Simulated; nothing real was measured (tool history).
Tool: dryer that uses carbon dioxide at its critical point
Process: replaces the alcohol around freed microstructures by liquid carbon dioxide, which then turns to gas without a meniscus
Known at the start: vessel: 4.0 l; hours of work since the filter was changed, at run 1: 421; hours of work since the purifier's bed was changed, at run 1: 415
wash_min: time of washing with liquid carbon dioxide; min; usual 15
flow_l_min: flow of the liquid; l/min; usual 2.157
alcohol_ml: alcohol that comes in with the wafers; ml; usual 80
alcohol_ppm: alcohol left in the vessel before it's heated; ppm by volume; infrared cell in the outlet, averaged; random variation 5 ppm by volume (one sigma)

| run | hour | wash_min | flow_l_min | alcohol_ml | hours of work since the filter was changed | hours of work since the purifier's bed was changed | alcohol_ppm |
|---|---|---|---|---|---|---|---|
| 1 | 0 | 15 | 2.157 | 80 | 421 | 415 | 67 |
| 2 | 14.3 | 15 | 2.157 | 80 | 431 | 425 | 55 |
|  | 32.1 | inlet filter changed |
| 3 | 32.2 | 15 | 2.157 | 80 | 0 | 436 | 35 |
| 4 | 43.9 | 15 | 2.157 | 80 | 8 | 444 | 47 |
| 5 | 60.7 | 15 | 2.157 | 80 | 19 | 455 | 57 |
| 6 | 78.5 | 15 | 2.157 | 80 | 31 | 467 | 54 |
| 7 | 94.4 | 15 | 1.48 | 80 | 42 | 478 | 159 |
| 8 | 105.3 | 15 | 1.48 | 80 | 50 | 486 | 155 |
| 9 | 113.9 | 15 | 1.48 | 80 | 55 | 491 | 161 |
| 10 | 126.4 | 15 | 2.157 | 53 | 64 | 500 | 53 |
| 11 | 139.7 | 15 | 2.157 | 53 | 73 | 509 | 57 |
| 12 | 149.7 | 15 | 2.157 | 53 | 80 | 516 | 48 |
| 13 | 157.6 | 15 | 2.157 | 53 | 85 | 521 | 50 |
| 14 | 166.1 | 15 | 2.157 | 68 | 91 | 527 | 56 |
| 15 | 178.6 | 15 | 2.157 | 68 | 99 | 535 | 57 |
| 16 | 191.7 | 15 | 2.157 | 68 | 108 | 544 | 56 |
| 17 | 199.6 | 15 | 2.157 | 68 | 113 | 549 | 51 |
| 18 | 217.5 | 15 | 2.157 | 68 | 125 | 561 | 49 |
| 19 | 233.2 | 15 | 2.157 | 80 | 136 | 572 | 60 |
| 20 | 245.5 | 15 | 2.157 | 80 | 144 | 580 | 59 |
| 21 | 263.9 | 15 | 2.157 | 80 | 157 | 593 | 64 |
| 22 | 272.9 | 15 | 2.157 | 80 | 163 | 599 | 66 |
| 23 | 287.8 | 15 | 2.157 | 80 | 173 | 609 | 71 |
| 24 | 295.7 | 15 | 3.29 | 80 | 178 | 614 | 41 |
| 25 | 303.3 | 18 | 1.37 | 42 | 183 | 619 | 92 |
| 26 | 311.4 | 18 | 1.37 | 42 | 189 | 625 | 91 |
| 27 | 325.4 | 18 | 1.37 | 42 | 198 | 634 | 90 |
| 28 | 343.2 | 15 | 2.76 | 101 | 210 | 646 | 54 |
| 29 | 356.1 | 20 | 1.65 | 80 | 219 | 655 | 55 |
| 30 | 369.3 | 20 | 1.65 | 80 | 228 | 664 | 61 |
| 31 | 378.1 | 20 | 2.61 | 80 | 234 | 670 | 64 |
| 32 | 386 | 13 | 1.73 | 49 | 239 | 675 | 133 |
| 33 | 398 | 22 | 2.47 | 54 | 247 | 683 | 54 |
| 34 | 413 | 23 | 2.46 | 36 | 257 | 693 | 45 |
| 35 | 429.9 | 23 | 2.46 | 36 | 269 | 705 | 56 |
| 36 | 438.8 | 23 | 2.46 | 36 | 275 | 711 | 61 |
| 37 | 452.7 | 23 | 2.46 | 36 | 284 | 720 | 61 |
| 38 | 461.7 | 14 | 2.157 | 80 | 290 | 726 | 73 |
| 39 | 476 | 14 | 2.157 | 80 | 300 | 736 | 93 |
| 40 | 486.3 | 14 | 2.157 | 80 | 307 | 743 | 86 |
| 41 | 498.5 | 13 | 2.76 | 23 | 315 | 751 | 64 |
| 42 | 508.5 | 20 | 2.53 | 42 | 322 | 758 | 59 |
| 43 | 522.1 | 20 | 2.53 | 42 | 331 | 767 | 50 |
| 44 | 530.3 | 20 | 2.53 | 42 | 337 | 773 | 57 |
| 45 | 543.3 | 23 | 2.54 | 83 | 346 | 782 | 57 |

5 ways to go on from here, each from the tool as it stands after run 45. What would each give?
| A | 552.3 | 23 | 3.14 | 83 | 352 | 788 | ? |
| B | 552.3 | 22 | 2.48 | 83 | 352 | 788 | ? |
| C | 552.3 | 11 | 2.8 | 83 | 352 | 788 | ? |
| D | 552.3 | 21 | 2.54 | 83 | 352 | 788 | ? |
| E | 552.3 | 23 | 1.38 | 54 | 352 | 788 | ? |

| run | alcohol_ppm |
|---|---|
| A | 62 |
| B | 55 |
| C | 93 |
| D | 64 |
| E | 78 |
Without the tool's hidden state the same runs would have given:
| run | alcohol_ppm |
|---|---|
| A | 7 |
| B | 0 |
| C | 26 |
| D | 10 |
| E | 18 |
